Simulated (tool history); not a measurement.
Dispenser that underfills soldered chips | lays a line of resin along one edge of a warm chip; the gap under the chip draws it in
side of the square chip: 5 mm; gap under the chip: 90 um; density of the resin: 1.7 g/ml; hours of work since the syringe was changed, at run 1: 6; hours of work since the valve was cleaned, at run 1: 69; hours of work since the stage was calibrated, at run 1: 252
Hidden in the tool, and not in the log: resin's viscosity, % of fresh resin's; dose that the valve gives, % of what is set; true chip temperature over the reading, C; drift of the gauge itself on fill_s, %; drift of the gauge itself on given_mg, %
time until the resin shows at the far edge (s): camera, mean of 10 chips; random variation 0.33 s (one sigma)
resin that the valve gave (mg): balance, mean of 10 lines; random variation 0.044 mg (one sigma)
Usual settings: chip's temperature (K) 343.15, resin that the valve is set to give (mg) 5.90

| run | day | chip's temperature (K) | resin that the valve is set to give (mg) | hours of work since the syringe was changed | hours of work since the valve was cleaned | hours of work since the stage was calibrated | time until the resin shows at the far edge (s) | resin that the valve gave (mg) |
|---|---|---|---|---|---|---|---|---|
| 1 | 0.000 | 343.15 | 5.90 | 6 | 69 | 252 | 18.4 | 5.74 |
|  | 0.067 | new syringe of resin |
| 2 | 0.342 | 343.15 | 5.90 | 5 | 74 | 257 | 16.9 | 5.78 |
|  | 0.496 | new syringe of resin |
| 3 | 0.733 | 343.15 | 5.90 | 4 | 81 | 264 | 15.9 | 5.81 |
|  | 0.904 | new syringe of resin |
| 4 | 0.921 | 343.15 | 5.90 | 0 | 84 | 267 | 13.2 | 5.80 |
| 5 | 1.092 | 343.15 | 5.90 | 3 | 87 | 269 | 15.2 | 5.72 |
|  | 1.304 | new syringe of resin |
| 6 | 1.458 | 343.15 | 5.90 | 3 | 93 | 275 | 15.6 | 5.71 |
|  | 1.712 | new syringe of resin |
| 7 | 1.875 | 343.15 | 5.62 | 3 | 99 | 282 | 15.1 | 5.50 |
| 8 | 2.079 | 343.15 | 5.62 | 6 | 103 | 286 | 19.1 | 5.44 |
|  | 2.133 | new syringe of resin |
| 9 | 2.267 | 343.15 | 5.62 | 2 | 106 | 289 | 14.9 | 5.43 |
|  | 2.554 | new syringe of resin |
| 10 | 2.600 | 343.15 | 5.62 | 1 | 111 | 294 | 14.1 | 5.46 |
| 11 | 2.917 | 332.15 | 5.90 | 6 | 117 | 299 | 31.8 | 5.68 |
|  | 2.954 | new syringe of resin |
| 12 | 3.204 | 332.15 | 6.00 | 4 | 121 | 304 | 28.1 | 5.79 |
|  | 3.371 | new syringe of resin |
| 13 | 3.538 | 343.15 | 5.90 | 3 | 127 | 309 | 15.9 | 5.66 |
|  | 3.796 | new syringe of resin |
|  | 3.867 | dispensing valve cleaned and set on the balance |
| 14 | 3.992 | 354.15 | 5.90 | 3 | 2 | 316 | 9.8 | 5.83 |
|  | 4.246 | new syringe of resin |
| 15 | 4.333 | 328.15 | 5.12 | 1 | 8 | 322 | 31.6 | 5.02 |
|  | 4.650 | new syringe of resin |
| 16 | 4.662 | 336.15 | 5.85 | 0 | 13 | 327 | 18.1 | 5.79 |
| 17 | 4.917 | 333.15 | 5.80 | 5 | 17 | 331 | 27.8 | 5.74 |
|  | 5.054 | new syringe of resin |
| 18 | 5.221 | 336.15 | 6.44 | 3 | 22 | 336 | 21.4 | 6.43 |
|  | 5.467 | new syringe of resin |
| 19 | 5.646 | 345.15 | 5.76 | 3 | 29 | 343 | 14.4 | 5.72 |
| 20 | 5.829 | 345.15 | 5.76 | 6 | 32 | 346 | 17.3 | 5.69 |
|  | 5.871 | new syringe of resin |
| 21 | 6.050 | 350.15 | 7.21 | 3 | 36 | 350 | 11.6 | 7.11 |
|  | 6.279 | new syringe of resin |
| 22 | 6.421 | 334.15 | 7.29 | 2 | 42 | 356 | 23.3 | 7.17 |
|  | 6.679 | new syringe of resin |
| 23 | 6.738 | 340.15 | 6.05 | 1 | 47 | 361 | 16.7 | 5.91 |
| 24 | 6.912 | 343.15 | 7.68 | 4 | 50 | 364 | 16.1 | 7.46 |
|  | 7.092 | new syringe of resin |
| 25 | 7.142 | 333.15 | 5.89 | 1 | 53 | 367 | 23.3 | 5.69 |
| 26 | 7.396 | 355.15 | 5.34 | 5 | 58 | 372 | 9.9 | 5.21 |
|  | 7.512 | new syringe of resin |
| 27 | 7.742 | 355.15 | 5.34 | 4 | 63 | 377 | 10.2 | 5.19 |

The same runs without the tool's hidden state, with the same run-to-run variation:
| run | time until the resin shows at the far edge (s) | resin that the valve gave (mg) |
|---|---|---|
| 1 | 13.2 | 5.86 |
| 2 | 12.5 | 5.91 |
| 3 | 12.3 | 5.95 |
| 4 | 12.5 | 5.94 |
| 5 | 12.4 | 5.87 |
| 6 | 12.8 | 5.87 |
| 7 | 12.2 | 5.67 |
| 8 | 12.9 | 5.62 |
| 9 | 12.6 | 5.61 |
| 10 | 12.9 | 5.66 |
| 11 | 22.0 | 5.90 |
| 12 | 21.4 | 6.01 |
| 13 | 13.2 | 5.89 |
| 14 | 8.1 | 5.84 |
| 15 | 27.3 | 5.04 |
| 16 | 16.9 | 5.81 |
| 17 | 20.7 | 5.77 |
| 18 | 17.2 | 6.48 |
| 19 | 11.5 | 5.78 |
| 20 | 11.8 | 5.76 |
| 21 | 9.4 | 7.20 |
| 22 | 18.9 | 7.27 |
| 23 | 14.9 | 6.01 |
| 24 | 12.2 | 7.59 |
| 25 | 21.0 | 5.80 |
| 26 | 7.0 | 5.32 |
| 27 | 7.8 | 5.30 |
